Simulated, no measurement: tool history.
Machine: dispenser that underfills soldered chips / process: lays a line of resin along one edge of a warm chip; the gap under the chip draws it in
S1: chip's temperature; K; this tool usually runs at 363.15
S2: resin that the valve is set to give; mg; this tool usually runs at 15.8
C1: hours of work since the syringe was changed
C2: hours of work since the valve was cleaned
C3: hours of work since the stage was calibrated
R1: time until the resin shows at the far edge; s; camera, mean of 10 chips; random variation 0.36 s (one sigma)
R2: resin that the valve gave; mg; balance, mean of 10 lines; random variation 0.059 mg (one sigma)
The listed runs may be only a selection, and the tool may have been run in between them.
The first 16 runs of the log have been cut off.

At hour 98.9: new syringe of resin.
Run 17, hour 99.2: usual settings but S2 19.2 mg; C1 0; C2 50; C3 296. Result: R1 18.3 s, R2 18.87 mg.
Run 18, hour 103.1: usual settings; C1 3; C2 52; C3 299. Result: R1 20.9 s, R2 15.53 mg.
Run 19, hour 108.7: usual settings but S1 365.15 K, S2 14.2 mg; C1 7; C2 56; C3 303. Result: R1 23.2 s, R2 13.98 mg.
At hour 110.1: new syringe of resin.
At hour 112.2: dispensing valve cleaned and set on the balance.
Run 20, hour 115.1: usual settings but S1 349.15 K, S2 18.1 mg; C1 3; C2 2; C3 306. Result: R1 39.5 s, R2 18.03 mg.
Run 21, hour 118.8: usual settings but S1 350.15 K, S2 20.4 mg; C1 5; C2 5; C3 309. Result: R1 42.9 s, R2 20.39 mg.
At hour 121.9: new syringe of resin.
Run 22, hour 124.8: usual settings but S1 349.15 K, S2 20.2 mg; C1 2; C2 9; C3 313. Result: R1 39.0 s, R2 20.29 mg.
Run 23, hour 130.4: usual settings but S1 365.15 K, S2 16.1 mg; C1 6; C2 13; C3 317. Result: R1 22.3 s, R2 16.04 mg.
At hour 132.5: new syringe of resin.
Run 24, hour 134.7: usual settings but S1 365.15 K, S2 16.1 mg; C1 2; C2 15; C3 320. Result: R1 18.3 s, R2 16.10 mg.
Run 25, hour 141.4: usual settings but S1 353.15 K, S2 18.3 mg; C1 6; C2 20; C3 324. Result: R1 38.5 s, R2 18.20 mg.
At hour 143.3: new syringe of resin.
Run 26, hour 149.4: usual settings but S1 360.15 K, S2 20.4 mg; C1 4; C2 25; C3 330. Result: R1 25.6 s, R2 20.18 mg.
At hour 154.3: new syringe of resin.
Run 27, hour 157.8: usual settings but S1 372.15 K, S2 15.3 mg; C1 2; C2 31; C3 335. Result: R1 13.6 s, R2 15.11 mg.
At hour 164.9: new syringe of resin.
Run 28, hour 164.9: usual settings but S1 362.15 K, S2 14.1 mg; C1 0; C2 36; C3 340. Result: R1 19.9 s, R2 14.00 mg.
Run 29, hour 173.0: usual settings but S1 362.15 K, S2 14.1 mg; C1 6; C2 42; C3 346. Result: R1 25.2 s, R2 13.86 mg.
At hour 175.5: new syringe of resin.
Run 30, hour 178.1: usual settings but S1 358.15 K, S2 14.1 mg; C1 2; C2 45; C3 349. Result: R1 26.1 s, R2 13.91 mg.
Run 31, hour 183.9: usual settings but S1 358.15 K, S2 14.1 mg; C1 6; C2 49; C3 353. Result: R1 31.6 s, R2 13.93 mg.
At hour 186.4: new syringe of resin.
Run 32, hour 187.9: usual settings but S1 358.15 K, S2 14.1 mg; C1 1; C2 52; C3 356. Result: R1 25.6 s, R2 13.86 mg.
Run 33, hour 191.7: usual settings but S1 358.15 K, S2 14.1 mg; C1 4; C2 54; C3 359. Result: R1 28.1 s, R2 13.92 mg.
At hour 197.5: dispensing valve cleaned and set on the balance.
Run 34, hour 197.6: usual settings but S1 358.15 K, S2 15.2 mg; C1 7; C2 0; C3 362. Result: R1 33.1 s, R2 15.25 mg.
At hour 198.4: new syringe of resin.
Run 35, hour 204.0: usual settings but S1 357.15 K, S2 13.5 mg; C1 4; C2 4; C3 366. Result: R1 29.6 s, R2 13.45 mg.

4 options for the next run, each taken on its own from the tool as it stands now. Forecast them:
At hour 209.5: new syringe of resin.
Run A, hour 210.5: usual settings but S1 354.15 K, S2 18.5 mg; C1 1; C2 9; C3 371. Result: R1 ?, R2 ?.
At hour 209.5: new syringe of resin.
Run B, hour 210.5: usual settings but S1 365.15 K, S2 18.1 mg; C1 1; C2 9; C3 371. Result: R1 ?, R2 ?.
At hour 209.5: new syringe of resin.
Run C, hour 210.5: usual settings but S1 354.15 K, S2 18.0 mg; C1 1; C2 9; C3 371. Result: R1 ?, R2 ?.
At hour 209.5: new syringe of resin.
Run D, hour 210.5: usual settings but S1 357.15 K, S2 17.0 mg; C1 1; C2 9; C3 371. Result: R1 ?, R2 ?.

run    R1     R2
  A  28.8  18.44
  B  17.9  18.01
  C  29.8  17.93
  D  25.3  16.84
With the hidden condition removed and each run's random variation left untouched, the same runs would have given:
run    R1     R2
  A  29.3  18.53
  B  18.1  18.09
  C  30.2  18.02
  D  25.7  16.93

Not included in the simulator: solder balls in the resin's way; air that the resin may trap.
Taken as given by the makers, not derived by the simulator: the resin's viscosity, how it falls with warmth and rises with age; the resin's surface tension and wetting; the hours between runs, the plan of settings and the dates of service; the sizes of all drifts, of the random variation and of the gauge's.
